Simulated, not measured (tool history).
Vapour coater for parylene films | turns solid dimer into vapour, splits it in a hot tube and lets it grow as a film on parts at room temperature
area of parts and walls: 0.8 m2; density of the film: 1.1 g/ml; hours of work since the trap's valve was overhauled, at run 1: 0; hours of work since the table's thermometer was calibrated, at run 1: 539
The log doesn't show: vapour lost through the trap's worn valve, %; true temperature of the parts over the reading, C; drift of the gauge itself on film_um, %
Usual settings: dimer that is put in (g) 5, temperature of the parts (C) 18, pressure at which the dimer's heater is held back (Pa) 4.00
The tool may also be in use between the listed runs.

run	hour	dimer that is put in (g)	temperature of the parts (C)	pressure at which the dimer's heater is held back (Pa)	hours of work since the trap's valve was overhauled	hours of work since the table's thermometer was calibrated	thickness of the film (um)
1	0.0	5	18	4.00	0	539	3.76
2	46.6	5	18	4.00	23	562	3.88
3	114.8	5	18	4.00	57	596	3.80
4	189.7	5	18	4.00	94	633	3.89
5	228.9	5	18	4.00	113	652	3.74
6	278.1	5	10	4.00	138	676	4.87
7	317.0	6	18	4.00	157	696	4.60
8	398.7	6	18	4.00	198	736	4.68
9	462.7	5	18	4.00	229	768	3.86
10	498.6	5	18	4.00	247	786	3.77
11	561.5	5	18	4.00	278	817	3.83
12	600.8	5	18	4.00	298	836	3.75
13	661.1	5	18	6.08	328	866	3.51
# hour 708.9: table's thermometer calibrated
14	730.4	5	18	4.00	361	11	3.90
15	810.7	5	18	4.00	401	50	3.85
16	890.0	5	18	4.00	441	90	3.84
# hour 905.6: trap's valve overhauled
17	933.1	5	18	4.00	14	109	3.83
18	996.4	5	18	4.00	45	140	3.82
19	1067.6	5	30	4.00	80	176	2.64
20	1144.7	5	18	3.71	118	214	3.90
21	1224.6	5	18	3.71	158	254	3.88
22	1306.2	5	18	3.71	199	294	3.87
23	1359.5	5	18	2.43	225	320	4.30

Forecast run 24:
24	1410.9	5	29	8.62	250	346	?

{"run 24": {"thickness of the film (um)": 2.3}}
Without the tool's hidden state the same run would have given thickness of the film (um) 2.31.
